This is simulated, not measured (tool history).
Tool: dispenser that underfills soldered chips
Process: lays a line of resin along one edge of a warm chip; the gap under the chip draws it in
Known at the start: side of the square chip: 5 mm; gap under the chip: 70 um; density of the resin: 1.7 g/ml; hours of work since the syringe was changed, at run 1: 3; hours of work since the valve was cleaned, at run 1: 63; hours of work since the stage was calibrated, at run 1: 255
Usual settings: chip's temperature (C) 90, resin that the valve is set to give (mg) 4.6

| run | hour | chip's temperature (C) | resin that the valve is set to give (mg) | hours of work since the syringe was changed | hours of work since the valve was cleaned | hours of work since the stage was calibrated | time until the resin shows at the far edge (s) | resin that the valve gave (mg) |
|---|---|---|---|---|---|---|---|---|
| 1 | 0 | 90 | 4.6 | 3 | 63 | 255 | 19.2 | 4.4 |
|  | 5.9 | new syringe of resin |
| 2 | 7.9 | 81 | 4.6 | 1 | 69 | 261 | 26.5 | 4.41 |
|  | 15.2 | new syringe of resin |
| 3 | 17.4 | 84 | 4.6 | 2 | 76 | 268 | 23.5 | 4.39 |
|  | 24.6 | new syringe of resin |
| 4 | 26.8 | 84 | 4.6 | 2 | 83 | 275 | 23.4 | 4.37 |
|  | 33.8 | new syringe of resin |
| 5 | 34.7 | 84 | 4.6 | 1 | 89 | 281 | 22 | 4.36 |
|  | 43.1 | new syringe of resin |
| 6 | 43.1 | 84 | 4.6 | 0 | 95 | 287 | 21.8 | 4.38 |
| 7 | 50.1 | 90 | 4.56 | 5 | 101 | 292 | 22.4 | 4.1 |
|  | 52.5 | new syringe of resin |
| 8 | 56.3 | 90 | 4.56 | 3 | 105 | 297 | 19.7 | 4.27 |
|  | 61.5 | new syringe of resin |
| 9 | 64.5 | 90 | 4.6 | 2 | 111 | 303 | 19.1 | 4.29 |
|  | 70.9 | new syringe of resin |
| 10 | 74.3 | 90 | 4.6 | 3 | 118 | 310 | 19.6 | 4.21 |
|  | 80 | new syringe of resin |
| 11 | 83.3 | 90 | 4.6 | 2 | 125 | 316 | 19.3 | 4.27 |
|  | 89.1 | new syringe of resin |
| 12 | 92.9 | 90 | 5.66 | 3 | 132 | 324 | 19 | 5.15 |
|  | 95.4 | dispensing valve cleaned and set on the balance |
|  | 99.6 | new syringe of resin |
| 13 | 100.3 | 90 | 5.83 | 0 | 4 | 328 | 17.2 | 5.8 |
|  | 108.9 | new syringe of resin |
| 14 | 109.9 | 94 | 4.6 | 1 | 11 | 335 | 15 | 4.6 |
|  | 118.2 | new syringe of resin |
| 15 | 118.5 | 94 | 4.6 | 0 | 17 | 342 | 15.1 | 4.63 |
| 16 | 123.6 | 101 | 4.6 | 4 | 21 | 346 | 14.9 | 4.53 |
|  | 127.5 | new syringe of resin |
| 17 | 129 | 101 | 4.62 | 1 | 25 | 349 | 12.3 | 4.49 |
|  | 136.9 | new syringe of resin |
| 18 | 137 | 90 | 4.6 | 0 | 31 | 355 | 17.4 | 4.6 |
|  | 145.9 | new syringe of resin |
| 19 | 147.3 | 92 | 5.64 | 1 | 38 | 363 | 16.9 | 5.54 |
| 20 | 152 | 92 | 5.64 | 5 | 42 | 367 | 19.3 | 5.49 |
|  | 155.3 | new syringe of resin |
| 21 | 157.4 | 85 | 4.85 | 2 | 46 | 370 | 22 | 4.66 |
| 22 | 163.7 | 97 | 4.58 | 6 | 51 | 375 | 17.6 | 4.42 |
|  | 164.9 | new syringe of resin |
| 23 | 173.2 | 97 | 4.58 | 6 | 58 | 382 | 18.2 | 4.4 |
|  | 174.1 | new syringe of resin |
| 24 | 177.8 | 104 | 5.59 | 3 | 61 | 385 | 12 | 5.44 |
|  | 183.7 | new syringe of resin |
| 25 | 184.9 | 80 | 4.14 | 1 | 66 | 391 | 27.5 | 4.02 |
| 26 | 190.9 | 80 | 4.14 | 5 | 71 | 395 | 33.7 | 3.93 |
|  | 193.3 | new syringe of resin |
| 27 | 201.1 | 103 | 4.6 | 6 | 78 | 403 | 14.1 | 4.36 |
|  | 202.9 | new syringe of resin |
| 28 | 210.4 | 84 | 5.17 | 6 | 85 | 410 | 29 | 4.9 |
|  | 212.2 | new syringe of resin |
| 29 | 218.3 | 80 | 4.6 | 5 | 91 | 416 | 32.8 | 4.4 |
|  | 221.4 | new syringe of resin |
| 30 | 225.4 | 80 | 4.6 | 3 | 96 | 421 | 29.9 | 4.2 |
|  | 230.6 | new syringe of resin |
| 31 | 230.6 | 94 | 4.89 | 0 | 100 | 424 | 15.6 | 4.62 |
|  | 239.8 | new syringe of resin |
| 32 | 240.1 | 96 | 3.95 | 0 | 107 | 431 | 15.1 | 3.66 |
| 33 | 246.5 | 96 | 3.95 | 5 | 112 | 436 | 18.4 | 3.76 |
|  | 249.2 | new syringe of resin |
| 34 | 253.4 | 87 | 4.96 | 3 | 117 | 441 | 22.7 | 4.57 |
|  | 258.2 | new syringe of resin |
| 35 | 258.8 | 88 | 5.42 | 0 | 121 | 445 | 18.8 | 5 |

How the hidden state differs across the entries between the runs, from the last listed run before each to the first after it:
Between runs 1 and 2: new syringe of resin (hour 5.9)
  resin's viscosity, % of fresh resin's: 112.7 -> 109.2; dose that the valve gives, % of what is set: 95.62 -> 95.24; true chip temperature over the reading, C: -0.97 -> -0.99
  measured less the result without the state, time until the resin shows at the far edge (s): +2.9 -> +3.4; resin that the valve gave (mg): -0.2 -> -0.21
Between runs 2 and 3: new syringe of resin (hour 15.2)
  resin's viscosity, % of fresh resin's: 109.2 -> 108.3; dose that the valve gives, % of what is set: 95.24 -> 94.73; true chip temperature over the reading, C: -0.99 -> -1.01
  measured less the result without the state, time until the resin shows at the far edge (s): +3.4 -> +2.8; resin that the valve gave (mg): -0.21 -> -0.25
Between runs 3 and 4: new syringe of resin (hour 24.6)
  resin's viscosity, % of fresh resin's: 108.3 -> 109.6; dose that the valve gives, % of what is set: 94.73 -> 94.3; true chip temperature over the reading, C: -1.01 -> -1.03
  measured less the result without the state, time until the resin shows at the far edge (s): +2.8 -> +3.1; resin that the valve gave (mg): -0.25 -> -0.26
Between runs 4 and 5: new syringe of resin (hour 33.8)
  resin's viscosity, % of fresh resin's: 109.6 -> 101.9; dose that the valve gives, % of what is set: 94.3 -> 93.91; true chip temperature over the reading, C: -1.03 -> -1.05
  measured less the result without the state, time until the resin shows at the far edge (s): +3.1 -> +1.5; resin that the valve gave (mg): -0.26 -> -0.28
Between runs 5 and 6: new syringe of resin (hour 43.1)
  resin's viscosity, % of fresh resin's: 101.9 -> 101.4; dose that the valve gives, % of what is set: 93.91 -> 93.49; true chip temperature over the reading, C: -1.05 -> -1.07
  measured less the result without the state, time until the resin shows at the far edge (s): +1.5 -> +1.4; resin that the valve gave (mg): -0.28 -> -0.3
Between runs 7 and 8: new syringe of resin (hour 52.5)
  resin's viscosity, % of fresh resin's: 130.6 -> 113.9; dose that the valve gives, % of what is set: 93.16 -> 92.88; true chip temperature over the reading, C: -1.09 -> -1.1
  measured less the result without the state, time until the resin shows at the far edge (s): +6.2 -> +3.3; resin that the valve gave (mg): -0.31 -> -0.32
Between runs 8 and 9: new syringe of resin (hour 61.5)
  resin's viscosity, % of fresh resin's: 113.9 -> 111.5; dose that the valve gives, % of what is set: 92.88 -> 92.47; true chip temperature over the reading, C: -1.1 -> -1.12
  measured less the result without the state, time until the resin shows at the far edge (s): +3.3 -> +2.9; resin that the valve gave (mg): -0.32 -> -0.35
Between runs 9 and 10: new syringe of resin (hour 70.9)
  resin's viscosity, % of fresh resin's: 111.5 -> 113.1; dose that the valve gives, % of what is set: 92.47 -> 91.98; true chip temperature over the reading, C: -1.12 -> -1.15
  measured less the result without the state, time until the resin shows at the far edge (s): +2.9 -> +3.2; resin that the valve gave (mg): -0.35 -> -0.37
Between runs 10 and 11: new syringe of resin (hour 80)
  dose that the valve gives, % of what is set: 91.98 -> 91.55; true chip temperature over the reading, C: -1.15 -> -1.17
  measured less the result without the state, time until the resin shows at the far edge (s): +3.2 -> +3.3; resin that the valve gave (mg): -0.37 -> -0.39
Between runs 11 and 12: new syringe of resin (hour 89.1)
  resin's viscosity, % of fresh resin's: 113.1 -> 113.5; dose that the valve gives, % of what is set: 91.55 -> 91.01; true chip temperature over the reading, C: -1.17 -> -1.19
  measured less the result without the state, time until the resin shows at the far edge (s): +3.3 -> +3.1; resin that the valve gave (mg): -0.39 -> -0.51
Between runs 12 and 13: dispensing valve cleaned and set on the balance (hour 95.4); new syringe of resin (hour 99.6)
  resin's viscosity, % of fresh resin's: 113.5 -> 102.1; dose that the valve gives, % of what is set: 91.01 -> 100.15; true chip temperature over the reading, C: -1.19 -> -1.21
  measured less the result without the state, time until the resin shows at the far edge (s): +3.1 -> +1.1; resin that the valve gave (mg): -0.51 -> +0.01
Between runs 13 and 14: new syringe of resin (hour 108.9)
  resin's viscosity, % of fresh resin's: 102.1 -> 102.8; dose that the valve gives, % of what is set: 100.15 -> 99.7; true chip temperature over the reading, C: -1.21 -> -1.23
  measured less the result without the state, time until the resin shows at the far edge (s): +1.1 -> +1; resin that the valve gave (mg): +0.01 -> -0.01
Between runs 14 and 15: new syringe of resin (hour 118.2)
  resin's viscosity, % of fresh resin's: 102.8 -> 103.3; dose that the valve gives, % of what is set: 99.7 -> 99.27; true chip temperature over the reading, C: -1.23 -> -1.25
  measured less the result without the state, time until the resin shows at the far edge (s): +1 -> +1.1; resin that the valve gave (mg): -0.01 -> -0.03
Between runs 16 and 17: new syringe of resin (hour 127.5)
  resin's viscosity, % of fresh resin's: 124.3 -> 104.2; dose that the valve gives, % of what is set: 98.99 -> 98.73; true chip temperature over the reading, C: -1.27 -> -1.28
  measured less the result without the state, time until the resin shows at the far edge (s): +3.3 -> +1; resin that the valve gave (mg): -0.05 -> -0.06
Between runs 17 and 18: new syringe of resin (hour 136.9)
  resin's viscosity, % of fresh resin's: 104.2 -> 100.2; dose that the valve gives, % of what is set: 98.73 -> 98.33; true chip temperature over the reading, C: -1.28 -> -1.3
  measured less the result without the state, time until the resin shows at the far edge (s): +1 -> +0.9; resin that the valve gave (mg): -0.06 -> -0.08
Between runs 18 and 19: new syringe of resin (hour 145.9)
  resin's viscosity, % of fresh resin's: 100.2 -> 106.2; dose that the valve gives, % of what is set: 98.33 -> 97.79; true chip temperature over the reading, C: -1.3 -> -1.32
  measured less the result without the state, time until the resin shows at the far edge (s): +0.9 -> +1.7; resin that the valve gave (mg): -0.08 -> -0.12
Between runs 20 and 21: new syringe of resin (hour 155.3)
  resin's viscosity, % of fresh resin's: 125.7 -> 106.6; dose that the valve gives, % of what is set: 97.52 -> 97.27; true chip temperature over the reading, C: -1.33 -> -1.35
  measured less the result without the state, time until the resin shows at the far edge (s): +4.8 -> +2.5; resin that the valve gave (mg): -0.14 -> -0.13
Between runs 22 and 23: new syringe of resin (hour 164.9)
  resin's viscosity, % of fresh resin's: 134.2 -> 136.4; dose that the valve gives, % of what is set: 96.93 -> 96.43; true chip temperature over the reading, C: -1.36 -> -1.38
  measured less the result without the state, time until the resin shows at the far edge (s): +5.2 -> +5.6; resin that the valve gave (mg): -0.14 -> -0.16
Between runs 23 and 24: new syringe of resin (hour 174.1)
  resin's viscosity, % of fresh resin's: 136.4 -> 113.7; dose that the valve gives, % of what is set: 96.43 -> 96.2; true chip temperature over the reading, C: -1.38 -> -1.4
  measured less the result without the state, time until the resin shows at the far edge (s): +5.6 -> +1.9; resin that the valve gave (mg): -0.16 -> -0.21
Between runs 24 and 25: new syringe of resin (hour 183.7)
  resin's viscosity, % of fresh resin's: 113.7 -> 103.5; dose that the valve gives, % of what is set: 96.2 -> 95.88; true chip temperature over the reading, C: -1.4 -> -1.41
  measured less the result without the state, time until the resin shows at the far edge (s): +1.9 -> +2.6; resin that the valve gave (mg): -0.21 -> -0.17
Between runs 26 and 27: new syringe of resin (hour 193.3)
  resin's viscosity, % of fresh resin's: 128.6 -> 132.8; dose that the valve gives, % of what is set: 95.58 -> 95.05; true chip temperature over the reading, C: -1.43 -> -1.45
  measured less the result without the state, time until the resin shows at the far edge (s): +9.3 -> +4.1; resin that the valve gave (mg): -0.18 -> -0.23
Between runs 27 and 28: new syringe of resin (hour 202.9)
  resin's viscosity, % of fresh resin's: 132.8 -> 131.1; dose that the valve gives, % of what is set: 95.05 -> 94.62; true chip temperature over the reading, C: -1.45 -> -1.48
  measured less the result without the state, time until the resin shows at the far edge (s): +4.1 -> +8.2; resin that the valve gave (mg): -0.23 -> -0.27
Between runs 28 and 29: new syringe of resin (hour 212.2)
  resin's viscosity, % of fresh resin's: 131.1 -> 126.1; dose that the valve gives, % of what is set: 94.62 -> 94.21; true chip temperature over the reading, C: -1.48 -> -1.49
  measured less the result without the state, time until the resin shows at the far edge (s): +8.2 -> +8.5; resin that the valve gave (mg): -0.27 -> -0.27
Between runs 29 and 30: new syringe of resin (hour 221.4)
  resin's viscosity, % of fresh resin's: 126.1 -> 115.5; dose that the valve gives, % of what is set: 94.21 -> 93.87; true chip temperature over the reading, C: -1.49 -> -1.51
  measured less the result without the state, time until the resin shows at the far edge (s): +8.5 -> +5.8; resin that the valve gave (mg): -0.27 -> -0.29
Between runs 30 and 31: new syringe of resin (hour 230.6)
  resin's viscosity, % of fresh resin's: 115.5 -> 99.8; dose that the valve gives, % of what is set: 93.87 -> 93.61; true chip temperature over the reading, C: -1.51 -> -1.52
  measured less the result without the state, time until the resin shows at the far edge (s): +5.8 -> +0.9; resin that the valve gave (mg): -0.29 -> -0.31
Between runs 31 and 32: new syringe of resin (hour 239.8)
  resin's viscosity, % of fresh resin's: 99.8 -> 101.5; dose that the valve gives, % of what is set: 93.61 -> 93.16; true chip temperature over the reading, C: -1.52 -> -1.55
  measured less the result without the state, time until the resin shows at the far edge (s): +0.9 -> +1.4; resin that the valve gave (mg): -0.31 -> -0.27
Between runs 33 and 34: new syringe of resin (hour 249.2)
  resin's viscosity, % of fresh resin's: 128 -> 116.2; dose that the valve gives, % of what is set: 92.85 -> 92.5; true chip temperature over the reading, C: -1.56 -> -1.58
  measured less the result without the state, time until the resin shows at the far edge (s): +5.2 -> +4.4; resin that the valve gave (mg): -0.28 -> -0.37
Between runs 34 and 35: new syringe of resin (hour 258.2)
  resin's viscosity, % of fresh resin's: 116.2 -> 101.3; dose that the valve gives, % of what is set: 92.5 -> 92.25; true chip temperature over the reading, C: -1.58 -> -1.59
  measured less the result without the state, time until the resin shows at the far edge (s): +4.4 -> +1.5; resin that the valve gave (mg): -0.37 -> -0.42
